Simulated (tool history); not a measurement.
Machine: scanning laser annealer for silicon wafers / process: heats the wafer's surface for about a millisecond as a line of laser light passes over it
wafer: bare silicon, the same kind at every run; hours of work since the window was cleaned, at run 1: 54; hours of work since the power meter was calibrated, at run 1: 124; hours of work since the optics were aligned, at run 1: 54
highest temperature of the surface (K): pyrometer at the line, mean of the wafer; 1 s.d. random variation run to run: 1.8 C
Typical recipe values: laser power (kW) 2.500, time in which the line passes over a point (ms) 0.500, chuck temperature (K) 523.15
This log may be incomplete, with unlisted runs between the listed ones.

run,hour,laser power (kW),time in which the line passes over a point (ms),chuck temperature (K),hours of work since the window was cleaned,hours of work since the power meter was calibrated,hours of work since the optics were aligned,highest temperature of the surface (K)
1,0.0,2.500,0.500,523.15,54,124,54,1329.15
2,22.8,2.500,0.500,523.15,67,137,67,1332.15
3,51.4,2.500,0.500,523.15,83,153,83,1329.15
4,89.4,2.500,0.500,523.15,104,174,104,1327.15
5,117.0,2.500,0.500,523.15,119,189,119,1326.15
6,143.9,2.500,0.500,523.15,134,204,134,1326.15
7,172.3,2.500,0.500,523.15,150,220,150,1324.15
8,194.4,2.500,0.500,500.15,163,232,163,1302.15
9,227.6,2.500,0.500,500.15,181,251,181,1306.15
10,245.6,2.500,0.500,500.15,191,261,191,1302.15
11,277.9,2.242,0.500,523.15,209,279,209,1237.15
12,308.7,2.500,0.500,523.15,226,296,226,1319.15
13,345.6,2.500,0.500,523.15,247,317,247,1317.15
14,363.4,2.500,0.500,523.15,257,327,257,1316.15
15,387.4,2.500,0.500,523.15,270,340,270,1318.15
16,416.8,2.500,0.500,523.15,287,357,287,1315.15
17,440.0,2.500,0.500,523.15,300,370,300,1315.15
18,465.3,2.500,0.500,523.15,314,384,314,1315.15
19,497.1,2.500,0.431,523.15,332,401,332,1249.15
20,516.4,2.500,0.431,523.15,342,412,342,1245.15
21,556.2,2.500,0.431,523.15,365,435,365,1249.15
22,575.1,2.500,0.431,523.15,375,445,375,1252.15
23,596.9,2.500,0.453,486.15,387,457,387,1232.15
24,628.6,2.500,0.453,486.15,405,475,405,1226.15
25,661.9,2.500,0.453,486.15,424,494,424,1227.15
26,699.7,2.500,0.453,486.15,445,515,445,1229.15
27,722.3,2.500,0.421,542.15,457,527,457,1254.15
28,752.2,2.128,0.395,503.15,474,544,474,1085.15
29,780.1,2.604,0.527,523.15,490,560,490,1360.15
30,817.9,2.731,0.433,523.15,511,581,511,1312.15
31,851.2,2.258,0.501,504.15,529,599,529,1208.15
32,877.6,2.596,0.522,523.15,544,614,544,1348.15
33,914.4,2.492,0.390,523.15,565,635,565,1196.15
34,939.7,2.568,0.401,530.15,579,649,579,1238.15
35,959.2,2.568,0.401,530.15,590,660,590,1236.15
36,992.8,2.660,0.456,536.15,609,678,609,1317.15
37,1012.3,2.691,0.457,536.15,619,689,619,1328.15
38,1032.2,2.691,0.457,536.15,631,700,631,1327.15
39,1063.0,2.691,0.457,536.15,648,718,648,1331.15
40,1095.6,2.500,0.389,525.15,666,736,666,1192.15
41,1119.8,2.500,0.389,560.15,679,749,679,1229.15

For some of the steps in highest temperature of the surface (K) from one run to the next: how much would appear even if the tool had no hidden state, given the settings, what came in and random variation, and how much remains for the hidden state plus any gauge scatter that the measured result and the result without hidden state don't share?
Hidden state present: light that passes the window, % of a clean one's; laser's true power over the reading, %; width of the line over the set one, %; drift of the gauge itself on peak_c, C.
Run 27 -> 28: laser power (kW) 2.500 -> 2.128, time in which the line passes over a point (ms) 0.421 -> 0.395, chuck temperature (K) 542.15 -> 503.15. highest temperature of the surface (K) -169.00: hidden state +5.00, all else -174.00.
Run 28 -> 29: laser power (kW) 2.128 -> 2.604, time in which the line passes over a point (ms) 0.395 -> 0.527, chuck temperature (K) 503.15 -> 523.15. highest temperature of the surface (K) +275.00: hidden state -11.00, all else +286.00.
Run 31 -> 32: laser power (kW) 2.258 -> 2.596, time in which the line passes over a point (ms) 0.501 -> 0.522, chuck temperature (K) 504.15 -> 523.15. highest temperature of the surface (K) +140.00: hidden state -6.00, all else +146.00.
Run 32 -> 33: laser power (kW) 2.596 -> 2.492, time in which the line passes over a point (ms) 0.522 -> 0.390. highest temperature of the surface (K) -152.00: hidden state +5.00, all else -157.00.
